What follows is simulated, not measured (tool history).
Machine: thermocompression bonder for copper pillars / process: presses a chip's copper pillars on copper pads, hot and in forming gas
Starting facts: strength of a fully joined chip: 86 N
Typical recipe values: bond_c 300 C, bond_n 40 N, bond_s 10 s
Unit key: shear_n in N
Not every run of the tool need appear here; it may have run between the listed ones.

Run 1, day 0: usual settings. Result: shear_n 49.2 N.
Run 2, day 0.583: usual settings but bond_c 304 C. Result: shear_n 51.2 N.
Run 3, day 0.967: usual settings but bond_c 304 C. Result: shear_n 51.2 N.
Run 4, day 1.792: usual settings but bond_c 304 C. Result: shear_n 49.9 N.
Run 5, day 2.467: usual settings but bond_c 304 C. Result: shear_n 49.8 N.
Run 6, day 3.033: usual settings but bond_c 304 C. Result: shear_n 50.6 N.
Run 7, day 3.712: usual settings but bond_c 304 C. Result: shear_n 50.6 N.
Run 8, day 4.467: usual settings but bond_c 304 C. Result: shear_n 51.7 N.
Run 9, day 4.958: usual settings but bond_c 304 C. Result: shear_n 51.5 N.
Run 10, day 5.438: usual settings but bond_c 304 C. Result: shear_n 50.3 N.
Run 11, day 5.912: usual settings but bond_n 49 N. Result: shear_n 51.1 N.
Run 12, day 6.3: usual settings but bond_n 49 N. Result: shear_n 53.2 N.
Run 13, day 6.742: usual settings. Result: shear_n 48.9 N.
Run 14, day 7.567: usual settings. Result: shear_n 48.4 N.
Run 15, day 8.188: usual settings but bond_s 23 s. Result: shear_n 60.1 N.
Run 16, day 8.533: usual settings but bond_s 23 s. Result: shear_n 60 N.
Run 17, day 9.017: usual settings but bond_c 273 C, bond_n 30 N, bond_s 22 s. Result: shear_n 37.5 N.
Run 18, day 9.542: usual settings but bond_n 54 N. Result: shear_n 54.9 N.
Run 19, day 10.079: usual settings but bond_c 298 C, bond_n 55 N, bond_s 9 s. Result: shear_n 52.2 N.
Run 20, day 10.85: usual settings but bond_c 273 C, bond_n 36 N, bond_s 11 s. Result: shear_n 32.3 N.
At day 11.008: heater calibrated with a thermocouple chip.
Run 21, day 11.321: usual settings but bond_s 5 s. Result: shear_n 36.5 N.
Run 22, day 11.833: usual settings but bond_s 5 s. Result: shear_n 36.7 N.
Run 23, day 12.204: usual settings but bond_c 304 C, bond_s 9 s. Result: shear_n 46.3 N.
Run 24, day 12.75: usual settings but bond_c 304 C, bond_n 38 N, bond_s 22 s. Result: shear_n 57.9 N.
Run 25, day 13.221: usual settings but bond_n 52 N. Result: shear_n 51.5 N.
Run 26, day 13.608: usual settings but bond_c 275 C, bond_n 28 N, bond_s 23 s. Result: shear_n 34.8 N.
Run 27, day 13.979: usual settings but bond_c 317 C, bond_n 26 N. Result: shear_n 44.6 N.
Run 28, day 14.458: usual settings but bond_c 303 C, bond_n 25 N, bond_s 6 s. Result: shear_n 29.5 N.
At day 15.162: heater calibrated with a thermocouple chip, once more.
Run 29, day 15.162: usual settings but bond_c 321 C, bond_n 57 N, bond_s 6 s. Result: shear_n 59.8 N.
Run 30, day 15.55: usual settings but bond_c 302 C. Result: shear_n 50 N.
Run 31, day 16.062: usual settings but bond_c 278 C. Result: shear_n 36.8 N.

Forecast each of these 3 alternatives for the next run:
Run A, day 16.621: usual settings but bond_c 322 C, bond_n 52 N. Result: shear_n ?.
Run B, day 16.621: usual settings but bond_c 328 C. Result: shear_n ?.
Run C, day 16.621: usual settings but bond_c 315 C, bond_n 51 N, bond_s 7 s. Result: shear_n ?.

run  shear_n
  A     64.3
  B     61.2
  C     57.1
What these runs would have given with no unlogged condition in the tool:
run  shear_n
  A     70.4
  B     67.1
  C       63
